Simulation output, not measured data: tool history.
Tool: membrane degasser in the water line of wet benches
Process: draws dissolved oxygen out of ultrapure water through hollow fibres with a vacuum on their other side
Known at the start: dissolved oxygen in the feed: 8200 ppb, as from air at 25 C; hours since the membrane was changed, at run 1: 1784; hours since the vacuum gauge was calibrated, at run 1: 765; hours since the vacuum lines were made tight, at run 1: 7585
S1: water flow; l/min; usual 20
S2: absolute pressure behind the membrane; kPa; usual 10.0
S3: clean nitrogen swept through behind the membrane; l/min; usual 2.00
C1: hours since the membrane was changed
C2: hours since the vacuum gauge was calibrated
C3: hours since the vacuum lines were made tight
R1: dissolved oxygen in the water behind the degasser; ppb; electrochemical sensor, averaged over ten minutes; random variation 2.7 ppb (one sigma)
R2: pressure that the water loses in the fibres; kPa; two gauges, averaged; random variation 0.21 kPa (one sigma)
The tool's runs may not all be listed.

{"run": 1, "hour": 0.0, "S1": 20, "S2": 10.0, "S3": 2.0, "C1": 1784, "C2": 765, "C3": 7585, "R1": 280.4, "R2": 50.91}
{"run": 2, "hour": 37.9, "S1": 20, "S2": 10.0, "S3": 2.0, "C1": 1822, "C2": 803, "C3": 7623, "R1": 276.5, "R2": 50.83}
{"run": 3, "hour": 97.5, "S1": 20, "S2": 10.0, "S3": 1.85, "C1": 1882, "C2": 862, "C3": 7683, "R1": 292.5, "R2": 51.24}
{"run": 4, "hour": 145.8, "S1": 20, "S2": 10.0, "S3": 1.85, "C1": 1930, "C2": 911, "C3": 7731, "R1": 291.1, "R2": 50.89}
{"run": 5, "hour": 218.3, "S1": 20, "S2": 10.0, "S3": 1.85, "C1": 2003, "C2": 983, "C3": 7804, "R1": 300.1, "R2": 50.71}
{"run": 6, "hour": 277.7, "S1": 20, "S2": 10.0, "S3": 1.85, "C1": 2062, "C2": 1042, "C3": 7863, "R1": 292.3, "R2": 50.72}
{"run": 7, "hour": 354.6, "S1": 20, "S2": 10.0, "S3": 1.85, "C1": 2139, "C2": 1119, "C3": 7940, "R1": 290.7, "R2": 50.85}
{"run": 8, "hour": 425.8, "S1": 20, "S2": 10.0, "S3": 1.85, "C1": 2210, "C2": 1190, "C3": 8011, "R1": 285.9, "R2": 50.81}
{"run": 9, "hour": 506.0, "S1": 20, "S2": 10.0, "S3": 1.85, "C1": 2290, "C2": 1271, "C3": 8091, "R1": 293.7, "R2": 51.15}
{"run": 10, "hour": 564.5, "S1": 20, "S2": 10.0, "S3": 1.85, "C1": 2349, "C2": 1329, "C3": 8150, "R1": 294.3, "R2": 50.85}
{"run": 11, "hour": 637.2, "S1": 20, "S2": 10.0, "S3": 1.06, "C1": 2421, "C2": 1402, "C3": 8223, "R1": 396.2, "R2": 51.13}
{"run": 12, "hour": 685.6, "S1": 15, "S2": 10.0, "S3": 2.0, "C1": 2470, "C2": 1450, "C3": 8271, "R1": 163.7, "R2": 38.26}
{"run": 13, "hour": 734.1, "S1": 20, "S2": 10.0, "S3": 2.0, "C1": 2518, "C2": 1499, "C3": 8320, "R1": 277.9, "R2": 51.02}
{"run": 14, "hour": 791.0, "S1": 20, "S2": 21.1, "S3": 2.71, "C1": 2575, "C2": 1556, "C3": 8376, "R1": 427.4, "R2": 51.38}
{"run": 15, "hour": 871.2, "S1": 24, "S2": 10.8, "S3": 3.38, "C1": 2656, "C2": 1636, "C3": 8457, "R1": 359.6, "R2": 61.16}
{"run": 16, "hour": 949.0, "S1": 16, "S2": 14.3, "S3": 5.93, "C1": 2733, "C2": 1714, "C3": 8534, "R1": 124.3, "R2": 40.91}
{"run": 17, "hour": 1012.7, "S1": 16, "S2": 14.3, "S3": 5.93, "C1": 2797, "C2": 1777, "C3": 8598, "R1": 126.5, "R2": 41.04}
{"run": 18, "hour": 1063.1, "S1": 20, "S2": 6.5, "S3": 1.55, "C1": 2847, "C2": 1828, "C3": 8649, "R1": 224.3, "R2": 51.01}
{"run": 19, "hour": 1110.2, "S1": 20, "S2": 6.5, "S3": 1.55, "C1": 2895, "C2": 1875, "C3": 8696, "R1": 224.8, "R2": 51.14}
{"run": 20, "hour": 1189.6, "S1": 20, "S2": 6.5, "S3": 1.55, "C1": 2974, "C2": 1954, "C3": 8775, "R1": 225.1, "R2": 50.98}
{"run": 21, "hour": 1224.3, "S1": 12, "S2": 23.1, "S3": 1.55, "C1": 3009, "C2": 1989, "C3": 8810, "R1": 378.3, "R2": 30.77}
{"run": 22, "hour": 1282.9, "S1": 26, "S2": 21.3, "S3": 1.21, "C1": 3067, "C2": 2048, "C3": 8868, "R1": 1052.8, "R2": 67.35}
{"run": 23, "hour": 1323.4, "S1": 19, "S2": 9.6, "S3": 1.09, "C1": 3108, "C2": 2088, "C3": 8909, "R1": 351.6, "R2": 48.57}
{"run": 24, "hour": 1373.9, "S1": 19, "S2": 9.6, "S3": 1.09, "C1": 3158, "C2": 2139, "C3": 8959, "R1": 351.3, "R2": 48.59}
{"run": 25, "hour": 1438.6, "S1": 21, "S2": 14.3, "S3": 1.09, "C1": 3223, "C2": 2203, "C3": 9024, "R1": 588.8, "R2": 53.58}
{"run": 26, "hour": 1472.4, "S1": 21, "S2": 10.8, "S3": 1.09, "C1": 3257, "C2": 2237, "C3": 9058, "R1": 464.8, "R2": 53.53}

Forecast each of these 3 alternatives for the next run:
{"run": "A", "hour": 1552.7, "S1": 17, "S2": 10.0, "S3": 2.0, "C1": 3337, "C2": 2317, "C3": 9138, "R1": "?", "R2": "?"}
{"run": "B", "hour": 1552.7, "S1": 24, "S2": 10.4, "S3": 1.09, "C1": 3337, "C2": 2317, "C3": 9138, "R1": "?", "R2": "?"}
{"run": "C", "hour": 1552.7, "S1": 18, "S2": 7.4, "S3": 2.0, "C1": 3337, "C2": 2317, "C3": 9138, "R1": "?", "R2": "?"}

run=A R1=205.1 R2=43.78
run=B R1=574.1 R2=61.36
run=C R1=175.6 R2=46.27
Without the tool's hidden state the same runs would have given:
run=A R1=194.6 R2=42.97
run=B R1=551.7 R2=60.23
run=C R1=164.8 R2=45.42

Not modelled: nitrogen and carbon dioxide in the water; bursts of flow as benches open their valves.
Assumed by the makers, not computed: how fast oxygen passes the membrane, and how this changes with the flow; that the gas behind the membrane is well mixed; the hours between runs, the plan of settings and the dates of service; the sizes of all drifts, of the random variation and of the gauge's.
